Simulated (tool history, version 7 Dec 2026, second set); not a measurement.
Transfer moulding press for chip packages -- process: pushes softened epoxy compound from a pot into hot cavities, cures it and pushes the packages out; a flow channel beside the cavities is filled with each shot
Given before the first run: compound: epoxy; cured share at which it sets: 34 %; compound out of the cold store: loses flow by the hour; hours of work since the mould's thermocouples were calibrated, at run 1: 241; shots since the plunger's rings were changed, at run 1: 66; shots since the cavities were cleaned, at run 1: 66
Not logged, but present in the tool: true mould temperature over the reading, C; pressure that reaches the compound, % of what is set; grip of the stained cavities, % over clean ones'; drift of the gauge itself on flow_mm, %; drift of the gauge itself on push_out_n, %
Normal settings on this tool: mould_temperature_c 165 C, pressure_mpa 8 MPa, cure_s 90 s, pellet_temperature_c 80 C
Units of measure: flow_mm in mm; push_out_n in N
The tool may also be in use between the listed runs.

run	hour	mould_temperature_c	pressure_mpa	cure_s	pellet_temperature_c	hours of work since the mould's thermocouples were calibrated	shots since the plunger's rings were changed	shots since the cavities were cleaned	incoming compound's hours out of the cold store	flow_mm	push_out_n
1	0	165	8	90	80	241	66	66	25.2	543	462
# hour 50.2: cavities cleaned with cleaning compound and waxed
2	94.5	165	8	107	80	307	1240	560	33	521	477
# hour 103.1: cavities cleaned with cleaning compound and waxed
# hour 126.6: mould's thermocouples calibrated
# hour 156.5: cavities cleaned with cleaning compound and waxed
3	171.5	165	8	107	80	31	2149	190	24.3	536	414
# hour 207.5: cavities cleaned with cleaning compound and waxed
4	245.7	165	8	92	80	82	3067	483	39.4	496	558
# hour 259.2: cavities cleaned with cleaning compound and waxed
# hour 298: mould's thermocouples calibrated, once more
# hour 316.9: cavities cleaned with cleaning compound and waxed
5	345.1	165	8	90	82	32	4259	357	18.1	538	560
# hour 366.2: cavities cleaned with cleaning compound and waxed
6	412.1	165	8	90	82	79	5086	580	9.7	553	605
# hour 420.1: cavities cleaned with cleaning compound and waxed
# hour 457.9: plunger's sealing rings changed
# hour 474.4: cavities cleaned with cleaning compound and waxed
7	489.8	165	8	90	82	130	384	194	32.3	521	455
# hour 528: cavities cleaned with cleaning compound and waxed
8	548.7	165	8	90	82	171	1109	262	36.9	510	482
# hour 578.5: cavities cleaned with cleaning compound and waxed
9	601.1	165	8	90	80	207	1751	285	40.4	498	520
# hour 632.6: cavities cleaned with cleaning compound and waxed
10	647.2	165	8	110	80	238	2314	184	37.9	500	411
# hour 684: cavities cleaned with cleaning compound and waxed
11	713.4	165	8	110	80	284	3131	371	28.7	517	463
# hour 736.3: cavities cleaned with cleaning compound and waxed
# hour 777.5: mould's thermocouples calibrated
# hour 787.8: cavities cleaned with cleaning compound and waxed
12	787.8	165	8	110	80	6	4008	0	10.8	551	348
# hour 841.5: cavities cleaned with cleaning compound and waxed
13	850.8	171	6.28	75	71	50	4784	118	22.3	453	502
# hour 893.8: cavities cleaned with cleaning compound and waxed
# hour 918.3: plunger's sealing rings changed
14	919.7	165	9.36	128	77	96	17	295	20	600	414
# hour 949.5: cavities cleaned with cleaning compound and waxed
15	996.3	165	6.85	96	77	149	965	591	38.3	470	532
# hour 1006.6: cavities cleaned with cleaning compound and waxed
16	1042.8	165	7.08	90	80	181	1534	458	12.4	534	595
# hour 1063.8: cavities cleaned with cleaning compound and waxed
# hour 1115.9: cavities cleaned with cleaning compound and waxed
17	1118	166	8.35	90	80	232	2445	26	26.9	537	392
# hour 1170.1: cavities cleaned with cleaning compound and waxed
18	1214.5	166	8.35	90	80	300	3645	561	12.5	563	579
# hour 1220.5: cavities cleaned with cleaning compound and waxed
# hour 1258.3: mould's thermocouples calibrated
# hour 1276.3: cavities cleaned with cleaning compound and waxed
19	1293.6	164	7.14	90	80	24	4580	219	16.1	512	523
# hour 1326.7: cavities cleaned with cleaning compound and waxed
20	1366.3	164	7.14	90	80	74	5479	500	27.4	483	610
# hour 1376.9: plunger's sealing rings changed
# hour 1382.9: cavities cleaned with cleaning compound and waxed
21	1411.5	160	8	90	80	104	418	360	41.6	515	716
# hour 1438.2: cavities cleaned with cleaning compound and waxed
22	1464.1	160	8	90	80	140	1063	327	28.4	542	718
# hour 1489.7: cavities cleaned with cleaning compound and waxed
23	1510.8	160	6.58	108	81	172	1633	265	8.2	534	507
# hour 1543.9: cavities cleaned with cleaning compound and waxed
# hour 1595.7: cavities cleaned with cleaning compound and waxed
24	1601.9	160	7.71	108	72	234	2746	78	21	543	446

Forecast each of these 4 alternatives for the next run:
# hour 1647.9: cavities cleaned with cleaning compound and waxed
A	1669.4	165	8.02	90	80	281	3580	272	14.7	?	?
# hour 1647.9: cavities cleaned with cleaning compound and waxed
B	1669.4	165	8.07	90	80	281	3580	272	26.8	?	?
# hour 1647.9: cavities cleaned with cleaning compound and waxed
C	1669.4	162	8	128	77	281	3580	272	29.1	?	?
# hour 1647.9: cavities cleaned with cleaning compound and waxed
D	1669.4	160	7.71	85	72	281	3580	272	35.6	?	?

run	flow_mm	push_out_n
A	551	545
B	522	518
C	521	424
D	502	819
Take away the tool's hidden state, keep each run's random variation, and the runs would have read:
run	flow_mm	push_out_n
A	570	423
B	540	404
C	539	335
D	519	631

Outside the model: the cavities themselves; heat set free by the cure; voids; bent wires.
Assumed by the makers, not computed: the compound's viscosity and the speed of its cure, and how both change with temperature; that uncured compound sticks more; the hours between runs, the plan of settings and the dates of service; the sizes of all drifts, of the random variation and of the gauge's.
